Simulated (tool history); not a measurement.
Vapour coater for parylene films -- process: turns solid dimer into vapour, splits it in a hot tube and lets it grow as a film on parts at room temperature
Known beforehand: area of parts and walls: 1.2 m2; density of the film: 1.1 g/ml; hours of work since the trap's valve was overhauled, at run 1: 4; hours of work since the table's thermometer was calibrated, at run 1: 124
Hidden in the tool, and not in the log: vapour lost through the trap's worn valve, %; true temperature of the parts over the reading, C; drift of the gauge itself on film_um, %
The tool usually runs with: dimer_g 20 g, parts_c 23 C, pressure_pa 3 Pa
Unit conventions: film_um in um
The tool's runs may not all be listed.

run   hour  dimer_g  parts_c  pressure_pa  hours of work since the trap's valve was overhauled  hours of work since the table's thermometer was calibrated  film_um
  1      0       20       23            3                                                    4                                                         124     9.01
  2   11.9       20       28            3                                                    9                                                         129     8.07
  3   21.4       20       28            3                                                   13                                                         133     8.18
  4   33.8       20       23         8.41                                                   18                                                         138     8.16
  5   43.6       20       23         2.17                                                   22                                                         142     9.35
  6   62.4       20       23         2.17                                                   30                                                         150     9.39
  7   81.6       20       21            3                                                   38                                                         158     9.56
  8  100.2       20       21            3                                                   46                                                         165     9.52
  9  118.5       20       21            3                                                   54                                                         173     9.53
     124.3  -- trap's valve overhauled
 10  136.1       20       23            3                                                    5                                                         179     9.11
 11  156.3       20       23            3                                                   13                                                         187     9.13
 12  176.5       20       23            3                                                   22                                                         195     9.02
 13  190.5       20       16            3                                                   27                                                         201    10.41
 14  210.1       20       16            3                                                   36                                                         209    10.54
 15  228.5       20       33            3                                                   43                                                         217     7.21
     236.1  -- trap's valve overhauled, once more
 16    241        9       33         7.82                                                    2                                                         220     2.95
 17  258.6       20       31         3.13                                                    9                                                         228      7.5
 18  267.6       20       17         2.86                                                   13                                                         231    10.44
 19  278.9       20       17         2.86                                                   18                                                         236    10.49
 20  296.5       18       29        10.92                                                   25                                                         243      6.3
 21  306.4       18       29        10.92                                                   29                                                         248     6.22
 22  320.1       20       23          3.1                                                   35                                                         253     8.98
 23  328.9       25       23            3                                                   38                                                         257    11.24
 24  347.5       25       23            3                                                   46                                                         265    11.24
 25  360.4       17       21         8.04                                                   51                                                         270     7.21
 26  376.3       17       21         8.04                                                   58                                                         276     7.36
 27  386.9       20       33        11.83                                                   62                                                         281     6.22

Predict each of these 4 candidate next runs independently; none follows another, all start after run 27:
  A  399.2       20       23         2.88                                                   68                                                         286        ?
  B  399.2        9       19         9.76                                                   68                                                         286        ?
  C  399.2       33       33        11.83                                                   68                                                         286        ?
  D  399.2       35       33         4.79                                                   68                                                         286        ?

run  film_um
  A     9.07
  B     3.92
  C    10.26
  D    12.06
Take away the tool's hidden state, keep each run's random variation, and the runs would have read:
run  film_um
  A     9.13
  B     3.95
  C    10.33
  D    12.14
